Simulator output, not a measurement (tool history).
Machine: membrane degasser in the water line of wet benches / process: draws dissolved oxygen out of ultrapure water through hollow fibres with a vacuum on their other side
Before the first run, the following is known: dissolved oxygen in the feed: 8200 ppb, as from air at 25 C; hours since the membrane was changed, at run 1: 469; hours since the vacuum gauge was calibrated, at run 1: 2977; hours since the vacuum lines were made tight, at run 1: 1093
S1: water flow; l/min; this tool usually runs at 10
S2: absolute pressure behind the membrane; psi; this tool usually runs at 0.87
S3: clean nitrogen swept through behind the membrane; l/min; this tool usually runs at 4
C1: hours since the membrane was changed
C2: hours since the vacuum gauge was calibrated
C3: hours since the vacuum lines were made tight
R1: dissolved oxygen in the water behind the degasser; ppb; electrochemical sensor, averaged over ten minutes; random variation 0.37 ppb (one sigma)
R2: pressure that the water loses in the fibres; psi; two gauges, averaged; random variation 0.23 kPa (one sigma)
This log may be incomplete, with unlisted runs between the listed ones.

Run 1, hour 0: usual settings; C1 469; C2 2977; C3 1093. Result: R1 22.4 ppb, R2 8.182 psi.
Run 2, hour 130.7: usual settings; C1 599; C2 3108; C3 1223. Result: R1 23 ppb, R2 8.182 psi.
Run 3, hour 260.5: usual settings; C1 729; C2 3238; C3 1353. Result: R1 22.5 ppb, R2 8.179 psi.
Run 4, hour 397.8: usual settings; C1 866; C2 3375; C3 1490. Result: R1 22.1 ppb, R2 8.122 psi.
Run 5, hour 487: usual settings; C1 956; C2 3464; C3 1580. Result: R1 22.4 ppb, R2 8.173 psi.
Run 6, hour 595.6: usual settings; C1 1064; C2 3573; C3 1688. Result: R1 22.8 ppb, R2 8.131 psi.
Run 7, hour 727.9: usual settings; C1 1196; C2 3705; C3 1820. Result: R1 22.9 ppb, R2 8.116 psi.
Run 8, hour 838.8: usual settings; C1 1307; C2 3816; C3 1931. Result: R1 23 ppb, R2 8.119 psi.
Run 9, hour 956: usual settings; C1 1425; C2 3933; C3 2049. Result: R1 21.6 ppb, R2 8.116 psi.
Run 10, hour 1051.9: usual settings; C1 1520; C2 4029; C3 2145. Result: R1 22.2 ppb, R2 8.077 psi.
Run 11, hour 1149.1: usual settings; C1 1618; C2 4126; C3 2242. Result: R1 22.5 ppb, R2 8.095 psi.
Run 12, hour 1213: usual settings but S1 6 l/min; C1 1682; C2 4190; C3 2306. Result: R1 11.5 ppb, R2 4.852 psi.
Run 13, hour 1350: usual settings but S1 6 l/min; C1 1819; C2 4327; C3 2443. Result: R1 11.2 ppb, R2 4.856 psi.
Run 14, hour 1459.7: usual settings but S1 6 l/min; C1 1928; C2 4437; C3 2552. Result: R1 11.3 ppb, R2 4.834 psi.
Run 15, hour 1531.6: usual settings but S1 6 l/min; C1 2000; C2 4509; C3 2624. Result: R1 10.7 ppb, R2 4.789 psi.
Run 16, hour 1667.2: usual settings but S1 6 l/min, S2 0.83 psi; C1 2136; C2 4644; C3 2760. Result: R1 10.1 ppb, R2 4.798 psi.
Run 17, hour 1778.3: usual settings but S1 15 l/min, S2 1.308 psi; C1 2247; C2 4755; C3 2871. Result: R1 70.6 ppb, R2 12.079 psi.
Run 18, hour 1919.1: usual settings but S1 8 l/min, S2 1.308 psi; C1 2388; C2 4896; C3 3012. Result: R1 30.4 ppb, R2 6.419 psi.
Run 19, hour 2045.8: usual settings but S1 8 l/min, S2 1.207 psi; C1 2514; C2 5023; C3 3138. Result: R1 28.2 ppb, R2 6.46 psi.
Run 20, hour 2158.1: usual settings but S2 0.775 psi, S3 1.62 l/min; C1 2627; C2 5135; C3 3251. Result: R1 36.9 ppb, R2 8.026 psi.
Run 21, hour 2230.6: usual settings but S1 12 l/min, S2 1.842 psi; C1 2699; C2 5208; C3 3323. Result: R1 79.3 ppb, R2 9.635 psi.
Run 22, hour 2365.4: usual settings but S1 11 l/min, S2 1.813 psi, S3 2.58 l/min; C1 2834; C2 5343; C3 3458. Result: R1 103.5 ppb, R2 8.847 psi.
Run 23, hour 2447.8: usual settings but S1 12 l/min, S2 0.934 psi, S3 6.07 l/min; C1 2916; C2 5425; C3 3540. Result: R1 25 ppb, R2 9.6 psi.
Run 24, hour 2523.2: usual settings but S1 9 l/min, S2 1.127 psi, S3 6.07 l/min; C1 2992; C2 5500; C3 3616. Result: R1 20.7 ppb, R2 7.194 psi.
Run 25, hour 2592.8: usual settings but S1 7 l/min, S2 2.042 psi; C1 3061; C2 5570; C3 3685. Result: R1 47.8 ppb, R2 5.645 psi.
Run 26, hour 2725.8: usual settings but S1 7 l/min, S2 1.774 psi, S3 5.96 l/min; C1 3194; C2 5703; C3 3818. Result: R1 27.6 ppb, R2 5.594 psi.
Run 27, hour 2808.2: usual settings but S1 6 l/min, S2 2.116 psi, S3 3.12 l/min; C1 3277; C2 5785; C3 3901. Result: R1 55.9 ppb, R2 4.804 psi.
Run 28, hour 2887.1: usual settings but S1 8 l/min, S2 0.608 psi; C1 3356; C2 5864; C3 3980. Result: R1 7.2 ppb, R2 6.412 psi.
Run 29, hour 3010.8: usual settings but S1 8 l/min, S2 1.375 psi, S3 3.1 l/min; C1 3479; C2 5988; C3 4103. Result: R1 41.9 ppb, R2 6.447 psi.
Run 30, hour 3089.6: usual settings but S1 11 l/min, S2 1.375 psi, S3 4.68 l/min; C1 3558; C2 6067; C3 4182. Result: R1 44.2 ppb, R2 8.789 psi.
Run 31, hour 3199.9: usual settings but S2 0.666 psi, S3 10.42 l/min; C1 3668; C2 6177; C3 4292. Result: R1 8.2 ppb, R2 8.012 psi.
At hour 3265.2: gauge calibrated.
Run 32, hour 3325: usual settings but S2 0.666 psi, S3 10.42 l/min; C1 3793; C2 6302; C3 4418. Result: R1 8.3 ppb, R2 8.177 psi.

For each run, the measured value with the value that run would have given without the tool's hidden condition subtracted. The run-to-run variation is shared by both, the gauge scatter possibly not:
Unlogged tool condition in this case: membrane still open, %; true pressure behind the membrane over the reading, kPa; air that leaks in behind the membrane, l/min; drift of the gauge itself on oxygen_ppb, %; drift of the gauge itself on loss_of_pressure_kpa, %.
run      R2
  1      +0
  2  -0.007
  3  -0.016
  4  -0.025
  5  -0.032
  6  -0.038
  7  -0.046
  8  -0.054
  9  -0.061
 10  -0.068
 11  -0.074
 12  -0.046
 13  -0.052
 14  -0.057
 15  -0.059
 16  -0.065
 17  -0.173
 18    -0.1
 19  -0.106
 20  -0.141
 21  -0.174
 22   -0.17
 23   -0.19
 24  -0.148
 25  -0.119
 26  -0.123
 27   -0.11
 28  -0.149
 29  -0.158
 30   -0.22
 31  -0.209
 32  +0.001
R1 without the hidden state stays within 0.1 ppb of what was measured, in all runs.
